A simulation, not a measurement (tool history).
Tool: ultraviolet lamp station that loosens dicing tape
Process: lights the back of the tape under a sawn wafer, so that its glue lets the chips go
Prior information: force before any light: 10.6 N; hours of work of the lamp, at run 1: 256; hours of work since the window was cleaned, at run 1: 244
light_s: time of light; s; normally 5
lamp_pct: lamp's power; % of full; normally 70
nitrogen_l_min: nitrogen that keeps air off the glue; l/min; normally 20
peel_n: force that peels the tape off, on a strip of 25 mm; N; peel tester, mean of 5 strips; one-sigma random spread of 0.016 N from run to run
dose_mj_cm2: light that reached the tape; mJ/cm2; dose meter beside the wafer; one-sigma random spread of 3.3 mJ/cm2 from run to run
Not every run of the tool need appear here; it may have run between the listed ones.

run,hour,light_s,lamp_pct,nitrogen_l_min,hours of work of the lamp,hours of work since the window was cleaned,peel_n,dose_mj_cm2
1,0.0,5,70,20,256,244,1.004,460
2,5.0,5,70,20,259,248,1.028,461
3,9.5,5,70,20,262,251,1.018,451
4,17.5,5,63,20,267,256,1.305,407
5,24.1,5,63,20,272,260,1.324,408
6,33.7,5,63,20,278,267,1.292,406
7,43.0,5,70,18,284,273,1.114,456
8,50.1,4,70,20,289,278,1.627,364
# hour 51.4: window cleaned of glue's vapour
9,59.1,4,70,20,295,5,1.673,359
10,67.9,4,70,20,300,11,1.735,352
11,75.2,4,70,20,305,16,1.721,352
# hour 78.5: window cleaned of glue's vapour, once more
12,83.4,3,76,20,310,3,2.112,310
13,89.7,3,87,20,314,7,1.667,358
14,97.9,3,87,20,320,13,1.663,359
15,105.6,4,64,16,325,18,1.921,349
16,111.0,6,84,14,329,22,0.470,693
17,119.6,8,95,12,334,27,0.169,1035
18,127.1,10,71,38,339,32,0.113,971
19,131.4,3,99,9,342,35,2.087,407

What if the next run were any one of these 5? Each begins from the tool's condition after run 19:
A,142.1,3,98,7,349,42,?,?
B,142.1,5,70,12,349,42,?,?
C,142.1,3,78,9,349,42,?,?
D,142.1,2,75,10,349,42,?,?
E,142.1,8,61,38,349,42,?,?

run,peel_n,dose_mj_cm2
A,2.336,394
B,1.265,475
C,2.910,315
D,4.349,205
E,0.260,660
Without the tool's unlogged condition, the same runs would have read:
run,peel_n,dose_mj_cm2
A,2.038,431
B,1.049,519
C,2.584,345
D,4.016,224
E,0.202,722
